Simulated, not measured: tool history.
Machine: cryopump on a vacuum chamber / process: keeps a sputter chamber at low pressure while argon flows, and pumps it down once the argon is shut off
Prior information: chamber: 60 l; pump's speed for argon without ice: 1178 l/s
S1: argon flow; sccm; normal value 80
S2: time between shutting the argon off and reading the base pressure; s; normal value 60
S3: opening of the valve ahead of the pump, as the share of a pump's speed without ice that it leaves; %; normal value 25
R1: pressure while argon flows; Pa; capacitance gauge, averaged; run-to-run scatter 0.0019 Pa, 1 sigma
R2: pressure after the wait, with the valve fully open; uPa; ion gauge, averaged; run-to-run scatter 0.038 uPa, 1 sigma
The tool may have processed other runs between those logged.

Run 1, hour 0: usual settings. Result: R1 0.4818 Pa, R2 2.26 uPa.
Run 2, hour 23.2: usual settings. Result: R1 0.4836 Pa, R2 2.31 uPa.
Run 3, hour 35: usual settings. Result: R1 0.4856 Pa, R2 2.3 uPa.
Run 4, hour 53.9: usual settings. Result: R1 0.4781 Pa, R2 2.38 uPa.
Run 5, hour 69.1: usual settings. Result: R1 0.4844 Pa, R2 2.34 uPa.
Run 6, hour 95.5: usual settings. Result: R1 0.4788 Pa, R2 2.34 uPa.
Run 7, hour 118.5: usual settings but S1 60 sccm. Result: R1 0.3614 Pa, R2 2.32 uPa.
Run 8, hour 140.8: usual settings. Result: R1 0.4855 Pa, R2 2.33 uPa.
Run 9, hour 154.7: usual settings. Result: R1 0.4852 Pa, R2 2.3 uPa.
At hour 168.3: pump warmed up, emptied and cooled again.
Run 10, hour 187.9: usual settings. Result: R1 0.4631 Pa, R2 2.24 uPa.
Run 11, hour 216.8: usual settings but S3 46 %. Result: R1 0.2515 Pa, R2 2.19 uPa.
Run 12, hour 240: usual settings but S3 46 %. Result: R1 0.2531 Pa, R2 2.3 uPa.
Run 13, hour 265.4: usual settings but S3 46 %. Result: R1 0.2546 Pa, R2 2.36 uPa.
Run 14, hour 285.1: usual settings but S3 46 %. Result: R1 0.2533 Pa, R2 2.28 uPa.
Run 15, hour 308.3: usual settings but S3 46 %. Result: R1 0.2538 Pa, R2 2.24 uPa.
Run 16, hour 326: usual settings but S3 46 %. Result: R1 0.2554 Pa, R2 2.23 uPa.
Run 17, hour 342.3: usual settings but S3 46 %. Result: R1 0.2551 Pa, R2 2.37 uPa.
Run 18, hour 358.2: usual settings but S3 46 %. Result: R1 0.2594 Pa, R2 2.25 uPa.
Run 19, hour 377.6: usual settings but S1 140 sccm, S2 71 s, S3 22 %. Result: R1 0.9223 Pa, R2 2.06 uPa.
Run 20, hour 389.9: usual settings but S1 49 sccm, S2 32 s, S3 17 %. Result: R1 0.4186 Pa, R2 3.97 uPa.
Run 21, hour 412.3: usual settings but S1 49 sccm, S2 32 s, S3 17 %. Result: R1 0.4172 Pa, R2 3.89 uPa.
Run 22, hour 434.6: usual settings but S3 19 %. Result: R1 0.618 Pa, R2 2.26 uPa.
Run 23, hour 458.4: usual settings but S3 19 %. Result: R1 0.6122 Pa, R2 2.26 uPa.
Run 24, hour 477.6: usual settings but S1 38 sccm, S2 35 s, S3 19 %. Result: R1 0.2923 Pa, R2 3.71 uPa.
Run 25, hour 505.5: usual settings but S1 145 sccm, S2 35 s, S3 19 %. Result: R1 1.1197 Pa, R2 3.61 uPa.
Run 26, hour 522.2: usual settings but S1 107 sccm, S2 39 s, S3 52 %. Result: R1 0.3073 Pa, R2 3.26 uPa.
Run 27, hour 547.7: usual settings but S1 107 sccm, S2 39 s, S3 52 %. Result: R1 0.3081 Pa, R2 3.34 uPa.
Run 28, hour 561.6: usual settings but S1 107 sccm, S2 39 s, S3 52 %. Result: R1 0.3079 Pa, R2 3.29 uPa.
Run 29, hour 580.1: usual settings but S2 103 s. Result: R1 0.4718 Pa, R2 1.54 uPa.
Run 30, hour 600.5: usual settings but S1 108 sccm, S2 260 s. Result: R1 0.6401 Pa, R2 0.93 uPa.
Run 31, hour 624.2: usual settings but S1 34 sccm, S2 49 s, S3 28 %. Result: R1 0.1786 Pa, R2 2.76 uPa.
Run 32, hour 650: usual settings but S1 43 sccm. Result: R1 0.2546 Pa, R2 2.24 uPa.
Run 33, hour 677.7: usual settings but S1 52 sccm, S2 95 s, S3 17 %. Result: R1 0.4469 Pa, R2 1.6 uPa.

Here are 3 independent what-if runs from the current tool condition. What would each one return?
Run A, hour 697.3: usual settings but S1 51 sccm, S2 95 s, S3 17 %. Result: R1 ?, R2 ?.
Run B, hour 697.3: usual settings but S1 52 sccm, S2 99 s, S3 33 %. Result: R1 ?, R2 ?.
Run C, hour 697.3: usual settings but S1 62 sccm, S2 55 s. Result: R1 ?, R2 ?.

run      R1    R2
  A  0.4409  1.64
  B  0.2344  1.54
  C  0.3655  2.39
Without the tool's hidden state the same runs would have given:
run      R1    R2
  A  0.4321  1.44
  B  0.2254  1.34
  C  0.3548   2.2
